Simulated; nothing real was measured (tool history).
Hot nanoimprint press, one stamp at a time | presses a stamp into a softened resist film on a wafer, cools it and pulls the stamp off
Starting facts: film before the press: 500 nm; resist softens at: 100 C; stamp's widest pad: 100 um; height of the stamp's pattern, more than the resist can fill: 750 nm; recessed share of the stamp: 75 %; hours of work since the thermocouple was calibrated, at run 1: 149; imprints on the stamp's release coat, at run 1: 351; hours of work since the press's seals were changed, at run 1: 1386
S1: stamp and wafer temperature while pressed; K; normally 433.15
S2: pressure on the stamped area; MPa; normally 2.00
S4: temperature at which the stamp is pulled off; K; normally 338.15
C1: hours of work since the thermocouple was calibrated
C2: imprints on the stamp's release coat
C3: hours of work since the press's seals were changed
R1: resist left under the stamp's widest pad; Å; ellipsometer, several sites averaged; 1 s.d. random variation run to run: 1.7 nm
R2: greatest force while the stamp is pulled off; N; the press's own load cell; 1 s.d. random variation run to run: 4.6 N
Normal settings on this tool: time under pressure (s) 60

Run 1, hour 0.0: usual settings; C1 149; C2 351; C3 1386. Result: R1 2666 Å, R2 218 N.
At hour 38.5: press's hydraulic seals changed and the load cell set to zero.
Run 2, hour 40.6: usual settings; C1 165; C2 478; C3 1. Result: R1 2666 Å, R2 221 N.
Run 3, hour 97.2: usual settings; C1 192; C2 698; C3 29. Result: R1 2656 Å, R2 231 N.
Run 4, hour 166.6: usual settings; C1 226; C2 967; C3 63. Result: R1 2694 Å, R2 231 N.
Run 5, hour 203.1: usual settings; C1 244; C2 1109; C3 80. Result: R1 2707 Å, R2 217 N.
Run 6, hour 278.9: usual settings; C1 281; C2 1403; C3 117. Result: R1 2667 Å, R2 236 N.
Run 7, hour 350.5: usual settings; C1 316; C2 1681; C3 152. Result: R1 2660 Å, R2 221 N.
Run 8, hour 387.4: usual settings; C1 334; C2 1825; C3 170. Result: R1 2688 Å, R2 227 N.
Run 9, hour 445.1: usual settings but S4 324.15 K; C1 362; C2 2049; C3 199. Result: R1 2675 Å, R2 319 N.
Run 10, hour 486.6: usual settings but time under pressure (s) 112, S4 324.15 K; C1 383; C2 2210; C3 219. Result: R1 2119 Å, R2 320 N.
At hour 502.6: stamp cleaned and given a new release coat.
Run 11, hour 525.4: usual settings but S1 436.15 K; C1 399; C2 89; C3 235. Result: R1 2273 Å, R2 222 N.
At hour 579.5: plate thermocouple calibrated.
Run 12, hour 596.8: usual settings but S1 436.15 K; C1 8; C2 354; C3 268. Result: R1 2268 Å, R2 232 N.
Run 13, hour 673.0: usual settings but S1 436.15 K; C1 46; C2 650; C3 306. Result: R1 2242 Å, R2 226 N.
Run 14, hour 726.8: usual settings but S1 436.15 K; C1 72; C2 859; C3 332. Result: R1 2279 Å, R2 220 N.
Run 15, hour 792.6: usual settings but S1 436.15 K; C1 104; C2 1115; C3 364. Result: R1 2249 Å, R2 224 N.
Run 16, hour 851.9: usual settings but S1 440.15 K, time under pressure (s) 37, S4 332.15 K; C1 133; C2 1345; C3 393. Result: R1 2167 Å, R2 268 N.
Run 17, hour 907.6: usual settings but time under pressure (s) 106, S4 331.15 K; C1 160; C2 1561; C3 420. Result: R1 2194 Å, R2 269 N.
Run 18, hour 979.4: usual settings but S1 422.15 K, S2 2.52 MPa, time under pressure (s) 87; C1 195; C2 1840; C3 455. Result: R1 3758 Å, R2 222 N.
Run 19, hour 1046.0: usual settings but S2 1.95 MPa; C1 228; C2 2099; C3 488. Result: R1 2686 Å, R2 224 N.
At hour 1092.2: stamp cleaned and given a new release coat.
Run 20, hour 1114.3: usual settings but S1 421.15 K, S2 1.50 MPa, time under pressure (s) 39; C1 258; C2 86; C3 518. Result: R1 4600 Å, R2 231 N.
Run 21, hour 1174.8: usual settings but S1 421.15 K, S2 1.50 MPa, time under pressure (s) 39; C1 288; C2 321; C3 548. Result: R1 4690 Å, R2 221 N.
Run 22, hour 1208.4: usual settings but S1 422.15 K, S2 1.46 MPa, time under pressure (s) 53; C1 304; C2 451; C3 564. Result: R1 4525 Å, R2 227 N.
Run 23, hour 1260.1: usual settings but S1 422.15 K, S2 1.40 MPa, time under pressure (s) 53, S4 332.15 K; C1 329; C2 652; C3 589. Result: R1 4530 Å, R2 263 N.
Run 24, hour 1296.8: usual settings but S4 343.15 K; C1 347; C2 795; C3 607. Result: R1 2667 Å, R2 200 N.

Forecast each of these 3 alternatives for the next run:
Run A, hour 1357.9: usual settings but S4 328.15 K; C1 377; C2 1032; C3 637. Result: R1 ?, R2 ?.
Run B, hour 1357.9: usual settings but S4 335.15 K; C1 377; C2 1032; C3 637. Result: R1 ?, R2 ?.
Run C, hour 1357.9: usual settings but S1 441.15 K, S4 329.15 K; C1 377; C2 1032; C3 637. Result: R1 ?, R2 ?.

run    R1   R2
  A  2649  292
  B  2661  239
  C  1680  284
The same runs, with their run-to-run variation unchanged, on a tool lacking any hidden condition would have given:
run    R1   R2
  A  2647  290
  B  2658  238
  C  1678  282
